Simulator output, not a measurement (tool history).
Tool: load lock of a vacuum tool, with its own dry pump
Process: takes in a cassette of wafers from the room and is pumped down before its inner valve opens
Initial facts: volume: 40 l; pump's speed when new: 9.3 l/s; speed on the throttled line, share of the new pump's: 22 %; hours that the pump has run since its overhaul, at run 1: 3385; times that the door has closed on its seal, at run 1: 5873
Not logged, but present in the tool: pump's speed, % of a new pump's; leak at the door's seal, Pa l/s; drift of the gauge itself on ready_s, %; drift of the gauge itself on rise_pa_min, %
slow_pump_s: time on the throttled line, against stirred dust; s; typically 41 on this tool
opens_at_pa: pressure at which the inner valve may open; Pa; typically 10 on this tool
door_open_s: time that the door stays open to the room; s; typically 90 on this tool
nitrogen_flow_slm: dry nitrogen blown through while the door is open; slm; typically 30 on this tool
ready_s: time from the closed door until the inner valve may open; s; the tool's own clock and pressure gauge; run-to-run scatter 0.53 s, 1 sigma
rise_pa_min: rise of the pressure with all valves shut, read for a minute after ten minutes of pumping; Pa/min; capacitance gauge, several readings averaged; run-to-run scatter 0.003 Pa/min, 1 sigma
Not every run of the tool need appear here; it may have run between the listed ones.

| run | hour | slow_pump_s | opens_at_pa | door_open_s | nitrogen_flow_slm | hours that the pump has run since its overhaul | times that the door has closed on its seal | incoming humidity of the room's air, % | ready_s | rise_pa_min |
|---|---|---|---|---|---|---|---|---|---|---|
| 1 | 0 | 41 | 10 | 90 | 30 | 3385 | 5873 | 48.2 | 74.4 | 0.084 |
| 2 | 447.6 | 41 | 10 | 149 | 30 | 3833 | 7215 | 41.5 | 74.3 | 0.11 |
| 3 | 848.1 | 41 | 10 | 90 | 30 | 4233 | 8416 | 45.1 | 73.3 | 0.128 |
| 4 | 1171.2 | 41 | 10 | 90 | 30 | 4556 | 9385 | 42 | 73.9 | 0.143 |
| 5 | 1603.2 | 41 | 10 | 90 | 30 | 4988 | 10680 | 43.5 | 75.1 | 0.174 |
| 6 | 2079 | 41 | 10 | 90 | 30 | 5464 | 12107 | 44.5 | 73.9 | 0.205 |
| 7 | 2397.7 | 41 | 10 | 90 | 30 | 5783 | 13063 | 39.9 | 73.8 | 0.23 |
| 8 | 2778.2 | 41 | 10 | 90 | 30 | 6163 | 14204 | 43.8 | 74.2 | 0.255 |
| 9 | 3234.1 | 65 | 10 | 90 | 30 | 6619 | 15571 | 47.2 | 92.5 | 0.295 |
| 10 | 3637.6 | 65 | 10 | 90 | 30 | 7023 | 16781 | 42.5 | 93.3 | 0.315 |
| 11 | 4200.5 | 41 | 8 | 90 | 30 | 7586 | 18469 | 45 | 76.4 | 0.371 |
| 12 | 4590.2 | 41 | 10 | 90 | 30 | 7975 | 19637 | 47.1 | 75.1 | 0.405 |
| 13 | 5004 | 41 | 10 | 90 | 30 | 8389 | 20878 | 47.1 | 74.8 | 0.444 |
|  | 5666.1 | door's seal changed, seat wiped |
| 14 | 5677.1 | 41 | 10 | 90 | 30 | 9061 | 33 | 44.3 | 76 | 0.018 |
| 15 | 5986.6 | 41 | 10 | 90 | 30 | 9370 | 961 | 46.5 | 76.7 | 0.032 |
| 16 | 6654.6 | 41 | 10 | 90 | 7 | 10038 | 2964 | 46.6 | 76.3 | 0.079 |
| 17 | 7243.6 | 41 | 10 | 90 | 30 | 10627 | 4731 | 45.1 | 77.3 | 0.071 |
| 18 | 7882.7 | 41 | 10 | 90 | 30 | 11266 | 6647 | 45.8 | 77.5 | 0.098 |
| 19 | 8215.4 | 32 | 10 | 83 | 30 | 11599 | 7645 | 47.6 | 70.3 | 0.111 |
| 20 | 8831 | 32 | 10 | 83 | 30 | 12215 | 9490 | 46.3 | 69.9 | 0.141 |
| 21 | 9218.5 | 51 | 10 | 74 | 10 | 12602 | 10652 | 41.7 | 84.9 | 0.186 |
| 22 | 9832 | 41 | 11 | 90 | 37 | 13216 | 12492 | 46.3 | 76.2 | 0.204 |
| 23 | 10204.1 | 57 | 17 | 77 | 6 | 13588 | 13608 | 44.6 | 86.1 | 0.276 |
| 24 | 10677 | 62 | 7 | 68 | 20 | 14061 | 15026 | 47.8 | 96.2 | 0.283 |
| 25 | 10974.4 | 62 | 7 | 68 | 20 | 14358 | 15918 | 44.2 | 95 | 0.302 |
| 26 | 11620.2 | 62 | 17 | 67 | 10 | 15004 | 17854 | 43.8 | 91.2 | 0.385 |
| 27 | 11941.2 | 41 | 18 | 98 | 30 | 15325 | 18817 | 45.7 | 76.3 | 0.398 |
| 28 | 12248.4 | 20 | 18 | 216 | 11 | 15632 | 19738 | 45.2 | 61.4 | 0.447 |
| 29 | 12847 | 20 | 18 | 216 | 11 | 16231 | 21533 | 49.3 | 61.1 | 0.514 |
|  | 13282.9 | door's seal changed, seat wiped |
| 30 | 13299.5 | 39 | 8 | 216 | 11 | 16682 | 49 | 44 | 79.9 | 0.056 |
| 31 | 13724.4 | 39 | 8 | 216 | 11 | 17107 | 1324 | 45.7 | 80 | 0.067 |
| 32 | 14247.6 | 39 | 8 | 216 | 11 | 17630 | 2893 | 45 | 80.7 | 0.084 |
| 33 | 14548.3 | 39 | 8 | 216 | 11 | 17931 | 3794 | 40.2 | 80.9 | 0.088 |
| 34 | 15132.2 | 20 | 18 | 122 | 41 | 18514 | 5545 | 46.1 | 62.7 | 0.075 |
| 35 | 15660 | 20 | 7 | 122 | 41 | 19042 | 7128 | 43.4 | 68.4 | 0.097 |
| 36 | 16104.1 | 41 | 10 | 165 | 30 | 19486 | 8460 | 41.6 | 82.1 | 0.128 |

Predict each of these 5 candidate next runs independently; none follows another, all start after run 36:
| A | 16528.1 | 40 | 8 | 90 | 30 | 19910 | 9731 | 45.2 | ? | ? |
| B | 16528.1 | 62 | 10 | 90 | 30 | 19910 | 9731 | 45.7 | ? | ? |
| C | 16528.1 | 24 | 10 | 213 | 30 | 19910 | 9731 | 42.6 | ? | ? |
| D | 16528.1 | 71 | 11 | 90 | 5 | 19910 | 9731 | 45.7 | ? | ? |
| E | 16528.1 | 22 | 10 | 90 | 30 | 19910 | 9731 | 45.3 | ? | ? |

| run | ready_s | rise_pa_min |
|---|---|---|
| A | 83.3 | 0.15 |
| B | 97.5 | 0.149 |
| C | 69.6 | 0.15 |
| D | 103.5 | 0.184 |
| E | 67.7 | 0.149 |
What these runs would have given with no unlogged condition in the tool:
| run | ready_s | rise_pa_min |
|---|---|---|
| A | 72.9 | 0.021 |
| B | 89 | 0.025 |
| C | 58.4 | 0.024 |
| D | 95.8 | 0.06 |
| E | 56.4 | 0.021 |
